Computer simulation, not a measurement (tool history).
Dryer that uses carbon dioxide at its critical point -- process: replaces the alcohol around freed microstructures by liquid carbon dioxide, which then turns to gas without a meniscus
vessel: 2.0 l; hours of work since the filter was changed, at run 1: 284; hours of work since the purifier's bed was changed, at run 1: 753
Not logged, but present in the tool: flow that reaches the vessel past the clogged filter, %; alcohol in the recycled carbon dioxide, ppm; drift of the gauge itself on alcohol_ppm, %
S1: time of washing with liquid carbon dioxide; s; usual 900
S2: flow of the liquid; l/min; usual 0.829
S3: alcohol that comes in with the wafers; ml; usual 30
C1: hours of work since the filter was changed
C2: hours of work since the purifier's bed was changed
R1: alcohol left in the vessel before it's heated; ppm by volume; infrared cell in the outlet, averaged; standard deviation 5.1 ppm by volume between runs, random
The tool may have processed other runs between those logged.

| run | day | S1 | S2 | S3 | C1 | C2 | R1 |
|---|---|---|---|---|---|---|---|
| 1 | 0.000 | 900 | 0.829 | 30 | 284 | 753 | 209 |
| 2 | 1.012 | 900 | 0.829 | 30 | 294 | 762 | 198 |
| 3 | 1.862 | 900 | 0.829 | 30 | 302 | 770 | 209 |
| 4 | 3.512 | 900 | 0.829 | 30 | 318 | 786 | 211 |
| 5 | 5.079 | 900 | 0.829 | 30 | 333 | 801 | 219 |
| 6 | 6.471 | 900 | 0.829 | 30 | 346 | 814 | 228 |
| 7 | 7.800 | 900 | 0.829 | 30 | 359 | 827 | 226 |
| 8 | 9.812 | 900 | 1.212 | 30 | 378 | 846 | 163 |
| 9 | 11.446 | 900 | 1.212 | 30 | 393 | 862 | 162 |
| 10 | 13.125 | 540 | 0.829 | 30 | 409 | 878 | 790 |
| 11 | 14.008 | 900 | 0.545 | 30 | 418 | 886 | 685 |
| 12 | 15.712 | 900 | 1.263 | 24 | 434 | 903 | 163 |
| 13 | 16.742 | 1020 | 0.904 | 24 | 444 | 913 | 190 |
| 14 | 18.021 | 780 | 0.533 | 69 | 456 | 925 | 2208 |
| 15 | 18.871 | 1140 | 0.829 | 24 | 464 | 933 | 181 |
| 16 | 20.088 | 660 | 0.505 | 24 | 476 | 944 | 1409 |
| 17 | 22.079 | 960 | 1.028 | 82 | 495 | 963 | 219 |
| 18 | 23.146 | 960 | 1.028 | 82 | 505 | 974 | 214 |
|  | 23.621 | inlet filter changed |
| 19 | 24.408 | 780 | 1.068 | 86 | 8 | 985 | 246 |

Here are 3 independent what-if runs from the current tool condition. What would each one return?
| A | 25.583 | 600 | 0.599 | 34 | 19 | 997 | ? |
| B | 25.583 | 780 | 0.597 | 67 | 19 | 997 | ? |
| C | 25.583 | 780 | 0.591 | 86 | 19 | 997 | ? |

| run | R1 |
|---|---|
| A | 1431 |
| B | 1287 |
| C | 1662 |
What these runs would have given with no unlogged condition in the tool:
| run | R1 |
|---|---|
| A | 1231 |
| B | 1088 |
| C | 1457 |

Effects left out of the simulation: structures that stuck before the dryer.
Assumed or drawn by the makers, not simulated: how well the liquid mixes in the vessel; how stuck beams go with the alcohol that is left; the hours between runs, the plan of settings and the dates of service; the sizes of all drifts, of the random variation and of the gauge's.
